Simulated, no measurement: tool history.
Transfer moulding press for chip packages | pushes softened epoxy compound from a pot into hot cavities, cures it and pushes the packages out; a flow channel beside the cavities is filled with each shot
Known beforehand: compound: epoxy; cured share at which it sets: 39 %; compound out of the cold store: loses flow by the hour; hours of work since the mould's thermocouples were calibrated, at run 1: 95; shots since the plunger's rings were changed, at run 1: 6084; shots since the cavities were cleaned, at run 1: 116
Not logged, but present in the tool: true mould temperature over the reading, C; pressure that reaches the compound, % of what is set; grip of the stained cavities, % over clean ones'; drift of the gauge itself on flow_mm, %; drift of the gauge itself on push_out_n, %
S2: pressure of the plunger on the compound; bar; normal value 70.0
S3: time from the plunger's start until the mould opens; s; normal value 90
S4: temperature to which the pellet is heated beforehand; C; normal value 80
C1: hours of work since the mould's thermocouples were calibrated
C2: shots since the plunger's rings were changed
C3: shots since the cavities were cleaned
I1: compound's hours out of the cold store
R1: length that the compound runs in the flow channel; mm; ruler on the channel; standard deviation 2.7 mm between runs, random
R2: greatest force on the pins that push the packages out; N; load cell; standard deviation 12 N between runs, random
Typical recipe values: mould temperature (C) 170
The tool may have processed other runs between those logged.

run 1 hour=0.0 | mould_temperature_(C)=170 S2=70.0 S3=90 S4=80 | C1=95 C2=6084 C3=116 | I1=39.1 | R1=510 R2=544
run 2 hour=36.2 | mould_temperature_(C)=171 S2=70.0 S3=90 S4=80 | C1=113 C2=6428 C3=460 | I1=37.0 | R1=510 R2=515
-- hour=101.8 plunger's sealing rings changed
-- hour=115.3 cavities cleaned with cleaning compound and waxed
run 3 hour=127.5 | mould_temperature_(C)=171 S2=70.0 S3=90 S4=80 | C1=156 C2=230 C3=115 | I1=42.6 | R1=509 R2=524
run 4 hour=189.1 | mould_temperature_(C)=171 S2=70.0 S3=90 S4=80 | C1=186 C2=817 C3=702 | I1=26.5 | R1=530 R2=550
-- hour=240.0 cavities cleaned with cleaning compound and waxed
run 5 hour=277.9 | mould_temperature_(C)=171 S2=70.0 S3=90 S4=80 | C1=230 C2=1647 C3=361 | I1=22.9 | R1=531 R2=526
run 6 hour=341.9 | mould_temperature_(C)=171 S2=70.0 S3=90 S4=80 | C1=261 C2=2256 C3=970 | I1=42.6 | R1=507 R2=536
-- hour=363.3 cavities cleaned with cleaning compound and waxed
run 7 hour=419.6 | mould_temperature_(C)=171 S2=70.0 S3=90 S4=80 | C1=299 C2=2980 C3=535 | I1=46.4 | R1=508 R2=518
run 8 hour=471.1 | mould_temperature_(C)=170 S2=70.0 S3=90 S4=80 | C1=324 C2=3470 C3=1025 | I1=9.1 | R1=558 R2=578
-- hour=487.5 cavities cleaned with cleaning compound and waxed
run 9 hour=515.2 | mould_temperature_(C)=170 S2=70.0 S3=90 S4=80 | C1=346 C2=3876 C3=264 | I1=27.6 | R1=524 R2=568
run 10 hour=578.9 | mould_temperature_(C)=170 S2=70.0 S3=90 S4=74 | C1=377 C2=4482 C3=870 | I1=8.3 | R1=553 R2=602
-- hour=611.9 cavities cleaned with cleaning compound and waxed
run 11 hour=649.1 | mould_temperature_(C)=170 S2=70.0 S3=90 S4=87 | C1=411 C2=5135 C3=354 | I1=33.0 | R1=520 R2=557
run 12 hour=704.5 | mould_temperature_(C)=170 S2=70.0 S3=90 S4=87 | C1=439 C2=5662 C3=881 | I1=32.0 | R1=522 R2=566
-- hour=737.4 cavities cleaned with cleaning compound and waxed
run 13 hour=747.8 | mould_temperature_(C)=170 S2=70.0 S3=90 S4=87 | C1=459 C2=6059 C3=98 | I1=26.9 | R1=522 R2=565
run 14 hour=820.1 | mould_temperature_(C)=170 S2=70.0 S3=90 S4=87 | C1=495 C2=6747 C3=786 | I1=31.8 | R1=519 R2=555
-- hour=853.0 plunger's sealing rings changed
-- hour=867.0 cavities cleaned with cleaning compound and waxed
run 15 hour=912.3 | mould_temperature_(C)=170 S2=70.0 S3=90 S4=87 | C1=539 C2=551 C3=431 | I1=47.0 | R1=506 R2=557
run 16 hour=961.6 | mould_temperature_(C)=170 S2=54.8 S3=90 S4=87 | C1=563 C2=1019 C3=899 | I1=27.6 | R1=462 R2=549
-- hour=989.7 cavities cleaned with cleaning compound and waxed
run 17 hour=1044.8 | mould_temperature_(C)=170 S2=54.8 S3=90 S4=87 | C1=604 C2=1797 C3=524 | I1=16.5 | R1=478 R2=571
run 18 hour=1082.8 | mould_temperature_(C)=170 S2=70.0 S3=127 S4=80 | C1=622 C2=2157 C3=884 | I1=28.1 | R1=527 R2=436
-- hour=1111.1 cavities cleaned with cleaning compound and waxed
run 19 hour=1145.4 | mould_temperature_(C)=170 S2=70.0 S3=127 S4=80 | C1=653 C2=2739 C3=327 | I1=11.8 | R1=544 R2=443
-- hour=1167.8 mould's thermocouples calibrated
run 20 hour=1198.2 | mould_temperature_(C)=170 S2=70.0 S3=127 S4=80 | C1=15 C2=3222 C3=810 | I1=24.2 | R1=524 R2=430
-- hour=1234.8 cavities cleaned with cleaning compound and waxed
run 21 hour=1235.4 | mould_temperature_(C)=175 S2=72.7 S3=83 S4=74 | C1=33 C2=3562 C3=6 | I1=14.8 | R1=544 R2=543
run 22 hour=1318.8 | mould_temperature_(C)=175 S2=72.7 S3=83 S4=74 | C1=74 C2=4355 C3=799 | I1=44.1 | R1=506 R2=541
-- hour=1358.0 cavities cleaned with cleaning compound and waxed
run 23 hour=1386.5 | mould_temperature_(C)=166 S2=66.5 S3=83 S4=74 | C1=107 C2=4985 C3=271 | I1=44.9 | R1=499 R2=842
run 24 hour=1457.2 | mould_temperature_(C)=167 S2=70.0 S3=73 S4=77 | C1=142 C2=5657 C3=943 | I1=38.2 | R1=518 R2=1133
-- hour=1481.1 cavities cleaned with cleaning compound and waxed
run 25 hour=1542.6 | mould_temperature_(C)=167 S2=70.0 S3=88 S4=77 | C1=183 C2=6455 C3=584 | I1=43.6 | R1=511 R2=699
-- hour=1604.9 plunger's sealing rings changed
-- hour=1606.4 cavities cleaned with cleaning compound and waxed
run 26 hour=1623.5 | mould_temperature_(C)=169 S2=65.1 S3=84 S4=89 | C1=221 C2=163 C3=163 | I1=47.8 | R1=487 R2=651
run 27 hour=1695.3 | mould_temperature_(C)=169 S2=65.1 S3=84 S4=89 | C1=257 C2=846 C3=846 | I1=22.6 | R1=516 R2=688
-- hour=1729.8 cavities cleaned with cleaning compound and waxed
run 28 hour=1753.6 | mould_temperature_(C)=170 S2=87.7 S3=95 S4=80 | C1=285 C2=1387 C3=227 | I1=16.6 | R1=600 R2=533

Predict each of these 3 candidate next runs independently; none follows another, all start after run 28:
run A hour=1821.3 | mould_temperature_(C)=177 S2=87.7 S3=107 S4=87 | C1=318 C2=2030 C3=870 | I1=8.8 | R1=? R2=?
run B hour=1821.3 | mould_temperature_(C)=171 S2=87.7 S3=95 S4=80 | C1=318 C2=2030 C3=870 | I1=44.0 | R1=? R2=?
run C hour=1821.3 | mould_temperature_(C)=178 S2=73.0 S3=90 S4=80 | C1=318 C2=2030 C3=870 | I1=27.5 | R1=? R2=?

run=A R1=599 R2=451
run=B R1=564 R2=513
run=C R1=527 R2=455
Stripped of hidden state, with their random variation kept, the same runs would have yielded:
run=A R1=599 R2=448
run=B R1=565 R2=509
run=C R1=527 R2=452

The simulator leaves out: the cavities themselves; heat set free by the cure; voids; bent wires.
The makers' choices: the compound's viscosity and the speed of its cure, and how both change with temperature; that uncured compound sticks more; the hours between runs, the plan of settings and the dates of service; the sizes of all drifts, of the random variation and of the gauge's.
